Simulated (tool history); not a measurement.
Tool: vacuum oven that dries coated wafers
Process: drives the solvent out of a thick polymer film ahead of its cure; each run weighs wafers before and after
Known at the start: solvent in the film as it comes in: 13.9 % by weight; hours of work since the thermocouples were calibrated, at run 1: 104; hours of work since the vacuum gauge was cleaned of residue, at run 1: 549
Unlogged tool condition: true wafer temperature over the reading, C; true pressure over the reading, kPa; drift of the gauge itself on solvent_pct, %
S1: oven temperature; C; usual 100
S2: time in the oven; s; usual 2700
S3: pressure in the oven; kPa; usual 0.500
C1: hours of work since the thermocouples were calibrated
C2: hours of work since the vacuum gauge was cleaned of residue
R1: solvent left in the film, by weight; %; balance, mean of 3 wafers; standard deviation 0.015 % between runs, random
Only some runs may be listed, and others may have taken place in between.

run 1 day=0.000 | S1=100 S2=2700 S3=0.500 | C1=104 C2=549 | R1=1.63
run 2 day=0.688 | S1=100 S2=2700 S3=0.500 | C1=115 C2=560 | R1=1.62
run 3 day=1.796 | S1=112 S2=2700 S3=0.500 | C1=133 C2=578 | R1=0.38
run 4 day=2.492 | S1=100 S2=2700 S3=0.819 | C1=144 C2=589 | R1=1.76
run 5 day=3.158 | S1=100 S2=2700 S3=0.819 | C1=155 C2=600 | R1=1.72
run 6 day=4.633 | S1=100 S2=2700 S3=0.819 | C1=179 C2=624 | R1=1.74
run 7 day=5.629 | S1=100 S2=2700 S3=0.819 | C1=195 C2=640 | R1=1.74
run 8 day=6.754 | S1=100 S2=2700 S3=0.819 | C1=213 C2=658 | R1=1.74
run 9 day=8.179 | S1=100 S2=2700 S3=0.819 | C1=236 C2=681 | R1=1.73
run 10 day=9.542 | S1=100 S2=2700 S3=0.500 | C1=258 C2=703 | R1=1.58
run 11 day=10.525 | S1=100 S2=2700 S3=0.991 | C1=274 C2=719 | R1=1.78
run 12 day=11.629 | S1=114 S2=2700 S3=0.500 | C1=292 C2=737 | R1=0.30
run 13 day=12.600 | S1=100 S2=2700 S3=1.391 | C1=308 C2=753 | R1=1.91
run 14 day=14.158 | S1=100 S2=2700 S3=1.391 | C1=333 C2=778 | R1=1.90
run 15 day=14.812 | S1=100 S2=2700 S3=0.649 | C1=343 C2=789 | R1=1.64
run 16 day=16.267 | S1=100 S2=2700 S3=0.649 | C1=367 C2=812 | R1=1.63
run 17 day=17.404 | S1=100 S2=2100 S3=0.500 | C1=385 C2=830 | R1=2.36
run 18 day=18.767 | S1=100 S2=2700 S3=0.500 | C1=407 C2=852 | R1=1.58
run 19 day=19.475 | S1=100 S2=2700 S3=0.500 | C1=419 C2=864 | R1=1.57
run 20 day=20.683 | S1=100 S2=2700 S3=0.500 | C1=438 C2=884 | R1=1.59
run 21 day=21.888 | S1=100 S2=2700 S3=0.500 | C1=458 C2=903 | R1=1.56
run 22 day=23.262 | S1=100 S2=2700 S3=0.500 | C1=480 C2=925 | R1=1.60
run 23 day=24.683 | S1=100 S2=2700 S3=0.500 | C1=503 C2=948 | R1=1.57
run 24 day=25.967 | S1=100 S2=2100 S3=1.607 | C1=524 C2=969 | R1=2.73
run 25 day=27.517 | S1=100 S2=2100 S3=1.607 | C1=549 C2=994 | R1=2.69
run 26 day=28.683 | S1=108 S2=2400 S3=1.571 | C1=568 C2=1013 | R1=1.05
run 27 day=29.633 | S1=112 S2=1380 S3=0.927 | C1=583 C2=1028 | R1=1.54
run 28 day=30.871 | S1=95 S2=1380 S3=0.927 | C1=603 C2=1048 | R1=5.25
run 29 day=31.858 | S1=95 S2=1380 S3=0.927 | C1=619 C2=1064 | R1=5.26
run 30 day=32.812 | S1=100 S2=2700 S3=0.305 | C1=635 C2=1080 | R1=1.48
run 31 day=34.062 | S1=100 S2=2040 S3=0.488 | C1=655 C2=1100 | R1=2.41
-- day=35.438 oven's thermocouples calibrated
run 32 day=35.462 | S1=100 S2=2040 S3=0.488 | C1=0 C2=1121 | R1=2.69
run 33 day=36.379 | S1=103 S2=2040 S3=0.488 | C1=15 C2=1136 | R1=2.04
run 34 day=37.854 | S1=114 S2=2040 S3=0.488 | C1=39 C2=1160 | R1=0.59
run 35 day=39.242 | S1=114 S2=2040 S3=0.488 | C1=62 C2=1183 | R1=0.60
run 36 day=40.333 | S1=113 S2=1380 S3=0.667 | C1=79 C2=1200 | R1=1.49
run 37 day=41.912 | S1=100 S2=2700 S3=0.882 | C1=105 C2=1226 | R1=1.91
run 38 day=42.708 | S1=100 S2=2700 S3=0.882 | C1=118 C2=1239 | R1=1.89
run 39 day=44.212 | S1=103 S2=2520 S3=0.500 | C1=142 C2=1263 | R1=1.43
run 40 day=45.204 | S1=100 S2=2520 S3=0.352 | C1=158 C2=1279 | R1=1.90
run 41 day=46.292 | S1=108 S2=2520 S3=0.308 | C1=176 C2=1297 | R1=0.74
run 42 day=46.996 | S1=91 S2=4620 S3=0.379 | C1=187 C2=1308 | R1=1.84
run 43 day=48.500 | S1=99 S2=2700 S3=1.188 | C1=211 C2=1332 | R1=2.18
run 44 day=49.879 | S1=92 S2=4560 S3=1.188 | C1=234 C2=1355 | R1=2.08
run 45 day=51.383 | S1=92 S2=4620 S3=1.188 | C1=258 C2=1379 | R1=2.02

Estimate the outcome of run 46 from the log above:
run 46 day=52.233 | S1=92 S2=4620 S3=1.188 | C1=272 C2=1393 | R1=?

For run 46 the tool returned R1 2.04 %.
The same run, on a tool lacking any hidden state, would have yielded R1 1.84 %.
